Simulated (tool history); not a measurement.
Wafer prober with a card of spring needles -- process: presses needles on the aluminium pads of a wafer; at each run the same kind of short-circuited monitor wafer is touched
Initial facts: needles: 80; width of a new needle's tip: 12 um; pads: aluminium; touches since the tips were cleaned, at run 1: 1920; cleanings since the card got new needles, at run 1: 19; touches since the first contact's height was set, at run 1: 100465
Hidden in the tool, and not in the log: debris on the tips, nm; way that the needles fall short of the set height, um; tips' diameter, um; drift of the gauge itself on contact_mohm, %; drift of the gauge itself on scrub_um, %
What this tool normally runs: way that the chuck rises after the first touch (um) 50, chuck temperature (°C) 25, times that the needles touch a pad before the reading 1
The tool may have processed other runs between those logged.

run   hour  way that the chuck rises after the first touch (um)  chuck temperature (°C)  times that the needles touch a pad before the reading  touches since the tips were cleaned  cleanings since the card got new needles  touches since the first contact's height was set  resistance of one needle with its contact and lead (mohm)  way that a needle slides on the pad (um)
  1      0                                                   50                      25                                                      1                                 1920                                        19                                            100465                                                        484                                     11.97
       7.5  -- tips cleaned on abrasive film
  2    9.3                                                   50                      37                                                      1                                  686                                        20                                            104040                                                        371                                     12.23
      19.4  -- tips cleaned on abrasive film
  3   24.9                                                   50                      37                                                      1                                 2142                                        21                                            110049                                                        489                                     12.03
      31.4  -- tips cleaned on abrasive film
  4   40.3                                                   50                      25                                                      2                                 3474                                        22                                            115981                                                        430                                     11.84
      43.8  -- tips cleaned on abrasive film
      48.8  -- height of the first contact set anew
  5   55.3                                                   50                      25                                                      1                                 4310                                        23                                              2493                                                        565                                     12.68
      56.3  -- tips cleaned on abrasive film
      68.4  -- tips cleaned on abrasive film
  6   68.8                                                   50                      25                                                      1                                  129                                        25                                              7654                                                        276                                      12.5
      80.6  -- tips cleaned on abrasive film
  7   82.5                                                   46                      25                                                      3                                  735                                        26                                             12940                                                        292                                     11.52
  8   91.6                                                   50                      75                                                      1                                 4272                                        26                                             16477                                                        570                                     12.61
      92.8  -- tips cleaned on abrasive film
     104.5  -- tips cleaned on abrasive film
  9  104.5                                                   58                      81                                                      2                                    0                                        28                                             21387                                                        256                                     14.49
     116.6  -- tips cleaned on abrasive film
 10  119.3                                                   58                      61                                                      2                                 1051                                        29                                             27087                                                        311                                     14.53

Each row is a separate what-if for the run after 10, all from the same tool condition, not one after another. Results?
     129.5  -- tips cleaned on abrasive film
  A  133.3                                                   50                      53                                                      1                                 1457                                        30                                             32474                                                          ?                                         ?
     129.5  -- tips cleaned on abrasive film
  B  133.3                                                   39                      61                                                      2                                 1457                                        30                                             32474                                                          ?                                         ?
     129.5  -- tips cleaned on abrasive film
  C  133.3                                                   60                      83                                                      1                                 1457                                        30                                             32474                                                          ?                                         ?
     129.5  -- tips cleaned on abrasive film
  D  133.3                                                   50                      25                                                      2                                 1457                                        30                                             32474                                                          ?                                         ?
     129.5  -- tips cleaned on abrasive film
  E  133.3                                                   50                      79                                                      2                                 1457                                        30                                             32474                                                          ?                                         ?

run  resistance of one needle with its contact and lead (mohm)  way that a needle slides on the pad (um)
  A                                                        432                                     12.38
  B                                                        425                                      9.64
  C                                                        381                                     15.05
  D                                                        360                                     12.52
  E                                                        357                                     12.55
Take away the tool's hidden state, keep each run's random variation, and the runs would have read:
run  resistance of one needle with its contact and lead (mohm)  way that a needle slides on the pad (um)
  A                                                        240                                     12.57
  B                                                        246                                      9.83
  C                                                        248                                     15.24
  D                                                        237                                     12.71
  E                                                        246                                     12.74
